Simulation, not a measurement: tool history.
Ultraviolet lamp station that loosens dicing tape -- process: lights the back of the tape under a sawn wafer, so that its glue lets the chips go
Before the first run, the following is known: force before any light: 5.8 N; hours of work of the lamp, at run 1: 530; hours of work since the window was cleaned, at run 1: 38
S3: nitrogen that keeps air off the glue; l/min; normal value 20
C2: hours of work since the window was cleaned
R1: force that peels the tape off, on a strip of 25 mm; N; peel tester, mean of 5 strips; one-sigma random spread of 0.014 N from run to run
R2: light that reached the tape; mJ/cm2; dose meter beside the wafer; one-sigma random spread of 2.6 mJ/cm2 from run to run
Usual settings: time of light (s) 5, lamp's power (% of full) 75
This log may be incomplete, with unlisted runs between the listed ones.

{"run": 1, "hour": 0.0, "time of light (s)": 5, "lamp's power (% of full)": 75, "S3": 20, "hours of work of the lamp": 530, "C2": 38, "R1": 0.662, "R2": 339}
{"run": 2, "hour": 18.5, "time of light (s)": 5, "lamp's power (% of full)": 75, "S3": 20, "hours of work of the lamp": 542, "C2": 50, "R1": 0.659, "R2": 335}
{"run": 3, "hour": 32.5, "time of light (s)": 5, "lamp's power (% of full)": 75, "S3": 20, "hours of work of the lamp": 552, "C2": 60, "R1": 0.656, "R2": 339}
{"run": 4, "hour": 41.8, "time of light (s)": 5, "lamp's power (% of full)": 75, "S3": 20, "hours of work of the lamp": 558, "C2": 66, "R1": 0.651, "R2": 339}
{"run": 5, "hour": 61.9, "time of light (s)": 5, "lamp's power (% of full)": 75, "S3": 20, "hours of work of the lamp": 571, "C2": 79, "R1": 0.679, "R2": 339}
{"run": 6, "hour": 74.0, "time of light (s)": 5, "lamp's power (% of full)": 75, "S3": 20, "hours of work of the lamp": 579, "C2": 87, "R1": 0.656, "R2": 341}
{"run": 7, "hour": 91.4, "time of light (s)": 5, "lamp's power (% of full)": 75, "S3": 20, "hours of work of the lamp": 591, "C2": 99, "R1": 0.651, "R2": 338}
{"run": 8, "hour": 105.1, "time of light (s)": 5, "lamp's power (% of full)": 75, "S3": 20, "hours of work of the lamp": 600, "C2": 108, "R1": 0.66, "R2": 338}
{"run": 9, "hour": 124.0, "time of light (s)": 5, "lamp's power (% of full)": 75, "S3": 20, "hours of work of the lamp": 612, "C2": 120, "R1": 0.636, "R2": 338}
{"run": 10, "hour": 138.4, "time of light (s)": 5, "lamp's power (% of full)": 75, "S3": 20, "hours of work of the lamp": 622, "C2": 130, "R1": 0.662, "R2": 335}
{"run": 11, "hour": 154.6, "time of light (s)": 5, "lamp's power (% of full)": 75, "S3": 20, "hours of work of the lamp": 633, "C2": 141, "R1": 0.658, "R2": 337}
{"run": 12, "hour": 172.8, "time of light (s)": 5, "lamp's power (% of full)": 75, "S3": 20, "hours of work of the lamp": 645, "C2": 153, "R1": 0.655, "R2": 342}
{"run": 13, "hour": 185.6, "time of light (s)": 5, "lamp's power (% of full)": 75, "S3": 12, "hours of work of the lamp": 653, "C2": 161, "R1": 0.808, "R2": 340}
{"run": 14, "hour": 197.1, "time of light (s)": 5, "lamp's power (% of full)": 75, "S3": 12, "hours of work of the lamp": 661, "C2": 169, "R1": 0.795, "R2": 338}
{"run": 15, "hour": 208.9, "time of light (s)": 5, "lamp's power (% of full)": 75, "S3": 20, "hours of work of the lamp": 669, "C2": 177, "R1": 0.678, "R2": 343}
{"run": 16, "hour": 218.8, "time of light (s)": 5, "lamp's power (% of full)": 75, "S3": 20, "hours of work of the lamp": 675, "C2": 183, "R1": 0.645, "R2": 337}
{"run": 17, "hour": 229.7, "time of light (s)": 5, "lamp's power (% of full)": 75, "S3": 20, "hours of work of the lamp": 683, "C2": 191, "R1": 0.659, "R2": 338}
{"run": 18, "hour": 247.0, "time of light (s)": 5, "lamp's power (% of full)": 75, "S3": 20, "hours of work of the lamp": 694, "C2": 202, "R1": 0.648, "R2": 342}
{"run": 19, "hour": 261.7, "time of light (s)": 8, "lamp's power (% of full)": 75, "S3": 20, "hours of work of the lamp": 704, "C2": 212, "R1": 0.347, "R2": 537}
{"run": 20, "hour": 279.1, "time of light (s)": 8, "lamp's power (% of full)": 75, "S3": 20, "hours of work of the lamp": 716, "C2": 224, "R1": 0.331, "R2": 542}
{"run": 21, "hour": 297.2, "time of light (s)": 8, "lamp's power (% of full)": 75, "S3": 20, "hours of work of the lamp": 728, "C2": 236, "R1": 0.331, "R2": 539}
{"run": 22, "hour": 311.7, "time of light (s)": 8, "lamp's power (% of full)": 75, "S3": 20, "hours of work of the lamp": 737, "C2": 245, "R1": 0.332, "R2": 546}
{"run": 23, "hour": 330.5, "time of light (s)": 6, "lamp's power (% of full)": 76, "S3": 17, "hours of work of the lamp": 750, "C2": 258, "R1": 0.512, "R2": 411}
{"run": 24, "hour": 339.6, "time of light (s)": 6, "lamp's power (% of full)": 76, "S3": 17, "hours of work of the lamp": 756, "C2": 264, "R1": 0.495, "R2": 409}
{"run": 25, "hour": 352.4, "time of light (s)": 3, "lamp's power (% of full)": 75, "S3": 11, "hours of work of the lamp": 764, "C2": 272, "R1": 1.734, "R2": 202}
{"run": 26, "hour": 372.3, "time of light (s)": 3, "lamp's power (% of full)": 75, "S3": 11, "hours of work of the lamp": 777, "C2": 285, "R1": 1.748, "R2": 206}
{"run": 27, "hour": 388.0, "time of light (s)": 5, "lamp's power (% of full)": 76, "S3": 12, "hours of work of the lamp": 788, "C2": 296, "R1": 0.773, "R2": 340}
{"run": 28, "hour": 406.5, "time of light (s)": 2, "lamp's power (% of full)": 76, "S3": 33, "hours of work of the lamp": 800, "C2": 308, "R1": 1.997, "R2": 135}
{"run": 29, "hour": 427.8, "time of light (s)": 5, "lamp's power (% of full)": 85, "S3": 20, "hours of work of the lamp": 814, "C2": 322, "R1": 0.537, "R2": 383}
{"run": 30, "hour": 442.4, "time of light (s)": 4, "lamp's power (% of full)": 71, "S3": 12, "hours of work of the lamp": 824, "C2": 332, "R1": 1.224, "R2": 257}
{"hour": 445.9, "done": "window cleaned of glue's vapour"}
{"run": 31, "hour": 464.9, "time of light (s)": 4, "lamp's power (% of full)": 93, "S3": 21, "hours of work of the lamp": 839, "C2": 13, "R1": 0.658, "R2": 340}
{"run": 32, "hour": 481.2, "time of light (s)": 6, "lamp's power (% of full)": 75, "S3": 14, "hours of work of the lamp": 850, "C2": 23, "R1": 0.564, "R2": 411}
{"run": 33, "hour": 490.2, "time of light (s)": 5, "lamp's power (% of full)": 67, "S3": 20, "hours of work of the lamp": 856, "C2": 29, "R1": 0.788, "R2": 302}
{"run": 34, "hour": 507.2, "time of light (s)": 5, "lamp's power (% of full)": 67, "S3": 20, "hours of work of the lamp": 867, "C2": 41, "R1": 0.822, "R2": 302}
{"run": 35, "hour": 522.1, "time of light (s)": 10, "lamp's power (% of full)": 75, "S3": 20, "hours of work of the lamp": 877, "C2": 51, "R1": 0.266, "R2": 679}
{"run": 36, "hour": 541.7, "time of light (s)": 4, "lamp's power (% of full)": 81, "S3": 33, "hours of work of the lamp": 890, "C2": 64, "R1": 0.724, "R2": 296}
{"run": 37, "hour": 556.4, "time of light (s)": 5, "lamp's power (% of full)": 75, "S3": 31, "hours of work of the lamp": 900, "C2": 73, "R1": 0.572, "R2": 337}
{"run": 38, "hour": 577.0, "time of light (s)": 3, "lamp's power (% of full)": 68, "S3": 19, "hours of work of the lamp": 913, "C2": 87, "R1": 1.646, "R2": 185}
{"run": 39, "hour": 587.3, "time of light (s)": 5, "lamp's power (% of full)": 75, "S3": 20, "hours of work of the lamp": 920, "C2": 94, "R1": 0.677, "R2": 340}
{"run": 40, "hour": 598.5, "time of light (s)": 5, "lamp's power (% of full)": 75, "S3": 8, "hours of work of the lamp": 928, "C2": 101, "R1": 0.976, "R2": 339}
{"run": 41, "hour": 620.1, "time of light (s)": 5, "lamp's power (% of full)": 78, "S3": 20, "hours of work of the lamp": 942, "C2": 116, "R1": 0.615, "R2": 357}
{"run": 42, "hour": 640.1, "time of light (s)": 2, "lamp's power (% of full)": 87, "S3": 8, "hours of work of the lamp": 955, "C2": 129, "R1": 2.391, "R2": 160}
{"run": 43, "hour": 654.3, "time of light (s)": 5, "lamp's power (% of full)": 60, "S3": 20, "hours of work of the lamp": 965, "C2": 139, "R1": 0.972, "R2": 275}

3 ways to go on from here, each from the tool as it stands after run 43. What would each give?
{"run": "A", "hour": 669.3, "time of light (s)": 6, "lamp's power (% of full)": 60, "S3": 32, "hours of work of the lamp": 975, "C2": 148, "R1": "?", "R2": "?"}
{"run": "B", "hour": 669.3, "time of light (s)": 3, "lamp's power (% of full)": 75, "S3": 20, "hours of work of the lamp": 975, "C2": 148, "R1": "?", "R2": "?"}
{"run": "C", "hour": 669.3, "time of light (s)": 5, "lamp's power (% of full)": 72, "S3": 20, "hours of work of the lamp": 975, "C2": 148, "R1": "?", "R2": "?"}

run=A R1=0.620 R2=322
run=B R1=1.435 R2=202
run=C R1=0.684 R2=329
Without the tool's hidden state the same runs would have given:
run=A R1=0.619 R2=322
run=B R1=1.433 R2=202
run=C R1=0.682 R2=329

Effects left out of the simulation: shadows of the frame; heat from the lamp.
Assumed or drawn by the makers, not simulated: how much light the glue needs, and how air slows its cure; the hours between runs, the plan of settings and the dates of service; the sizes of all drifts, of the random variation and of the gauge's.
